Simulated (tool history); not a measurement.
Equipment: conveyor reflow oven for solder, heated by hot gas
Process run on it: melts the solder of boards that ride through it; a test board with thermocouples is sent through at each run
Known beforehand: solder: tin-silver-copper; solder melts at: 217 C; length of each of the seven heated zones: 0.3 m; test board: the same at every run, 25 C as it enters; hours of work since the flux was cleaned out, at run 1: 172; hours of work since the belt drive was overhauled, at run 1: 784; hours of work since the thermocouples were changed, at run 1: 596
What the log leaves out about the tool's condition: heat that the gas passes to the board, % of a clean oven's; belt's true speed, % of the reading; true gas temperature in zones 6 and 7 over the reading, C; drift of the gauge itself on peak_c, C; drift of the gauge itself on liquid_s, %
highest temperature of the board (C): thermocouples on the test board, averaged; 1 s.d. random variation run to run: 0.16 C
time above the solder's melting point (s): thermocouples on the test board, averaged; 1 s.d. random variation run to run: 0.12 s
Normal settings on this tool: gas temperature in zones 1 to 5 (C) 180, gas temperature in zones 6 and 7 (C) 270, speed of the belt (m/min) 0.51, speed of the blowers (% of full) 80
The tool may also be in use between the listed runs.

run    hour  gas temperature in zones 1 to 5 (C)  gas temperature in zones 6 and 7 (C)  speed of the belt (m/min)  speed of the blowers (% of full)  hours of work since the flux was cleaned out  hours of work since the belt drive was overhauled  hours of work since the thermocouples were changed  highest temperature of the board (C)  time above the solder's melting point (s)
  1       0                                  180                                   270                       0.51                                80                                           172                                                784                                                 596                                 255.7                                         58
  2    44.6                                  180                                   270                       0.51                                80                                           201                                                813                                                 625                                 255.7                                       57.5
  3    68.4                                  180                                   278                       0.51                                80                                           216                                                828                                                 640                                 262.5                                         61
  4    95.4                                  180                                   279                       0.51                                80                                           234                                                845                                                 657                                 263.5                                       61.6
  5   141.3                                  180                                   269                       0.51                                80                                           263                                                875                                                 687                                 254.4                                       56.6
  6   183.7                                  180                                   276                       0.51                                80                                           291                                                903                                                 714                                 260.4                                       59.8
  7     211                                  180                                   265                       0.51                                80                                           308                                                920                                                 732                                 250.4                                       54.4
      233.7  -- flux residue cleaned out of gas plates and filters
      235.7  -- thermocouples of zones 6 and 7 changed
  8     243                                  169                                   270                       0.51                                80                                             5                                                936                                                   5                                 255.1                                       53.9
  9     267                                  186                                   270                       0.51                                80                                            20                                                952                                                  20                                 257.6                                       61.3
 10   315.9                                  180                                   270                       0.51                                66                                            52                                                984                                                  52                                 252.5                                       55.2
 11   365.2                                  177                                   270                       0.51                                80                                            84                                               1015                                                  84                                   256                                       56.7
 12   399.8                                  177                                   270                       0.51                                80                                           106                                               1038                                                 106                                 255.8                                       56.7
 13   453.5                                  177                                   270                       0.51                                80                                           141                                               1073                                                 141                                 255.4                                       56.5
 14   481.3                                  177                                   270                       0.51                                80                                           159                                               1091                                                 159                                 255.2                                       56.5
 15   518.8                                  177                                   270                       0.51                                80                                           183                                               1115                                                 183                                   255                                       56.2
 16   568.4                                  189                                   258                       0.51                                80                                           215                                               1147                                                 215                                 246.6                                       55.8
 17   609.1                                  194                                   268                       0.51                                70                                           241                                               1173                                                 241                                 253.9                                       61.8
 18   647.2                                  194                                   264                      0.566                                70                                           266                                               1198                                                 266                                 247.3                                       50.7
 19     672                                  194                                   264                      0.566                                70                                           282                                               1214                                                 282                                 247.1                                       50.8
 20   711.5                                  194                                   264                      0.566                                70                                           308                                               1239                                                 308                                 246.8                                       50.6
      738.4  -- flux residue cleaned out of gas plates and filters
 21   769.1                                  180                                   258                      0.418                                63                                            20                                               1273                                                 342                                 247.8                                         66
 22   809.8                                  180                                   258                      0.418                                63                                            46                                               1300                                                 368                                 247.8                                         66
 23   863.2                                  180                                   275                      0.418                                63                                            81                                               1334                                                 403                                   263                                       76.2
      870.4  -- belt drive overhauled, speed set with a stopwatch
 24   917.7                                  180                                   285                       0.51                                62                                           113                                                 31                                                 435                                 263.9                                       60.6
 25   955.3                                  180                                   285                       0.51                                62                                           138                                                 55                                                 460                                 263.7                                       60.7
 26   984.5                                  171                                   261                      0.503                                70                                           157                                                 74                                                 478                                 244.7                                       46.5
 27  1036.2                                  180                                   272                       0.51                                67                                           190                                                107                                                 512                                 254.3                                       55.4
 28  1089.4                                  180                                   272                       0.51                                67                                           224                                                142                                                 546                                 253.9                                         55
 29  1128.6                                  180                                   272                       0.51                                67                                           250                                                167                                                 572                                 253.8                                       55.2
 30    1166                                  180                                   272                       0.51                                67                                           274                                                191                                                 596                                 253.9                                       55.1

5 ways to go on from here, each from the tool as it stands after run 30. What would each give?
  A  1193.5                                  177                                   270                      0.448                                79                                           292                                                209                                                 614                                     ?                                          ?
  B  1193.5                                  166                                   270                       0.51                                60                                           292                                                209                                                 614                                     ?                                          ?
  C  1193.5                                  189                                   272                      0.496                                67                                           292                                                209                                                 614                                     ?                                          ?
  D  1193.5                                  180                                   270                      0.473                                80                                           292                                                209                                                 614                                     ?                                          ?
  E  1193.5                                  180                                   268                       0.51                                75                                           292                                                209                                                 614                                     ?                                          ?

run  highest temperature of the board (C)  time above the solder's melting point (s)
  A                                 258.7                                       66.4
  B                                 246.3                                       44.2
  C                                 256.4                                       62.2
  D                                   258                                       63.1
  E                                 252.8                                       54.7
Take away the tool's hidden state, keep each run's random variation, and the runs would have read:
run  highest temperature of the board (C)  time above the solder's melting point (s)
  A                                 259.2                                       66.9
  B                                 247.3                                       45.5
  C                                 256.9                                       62.7
  D                                 258.5                                       63.7
  E                                 253.6                                       55.6

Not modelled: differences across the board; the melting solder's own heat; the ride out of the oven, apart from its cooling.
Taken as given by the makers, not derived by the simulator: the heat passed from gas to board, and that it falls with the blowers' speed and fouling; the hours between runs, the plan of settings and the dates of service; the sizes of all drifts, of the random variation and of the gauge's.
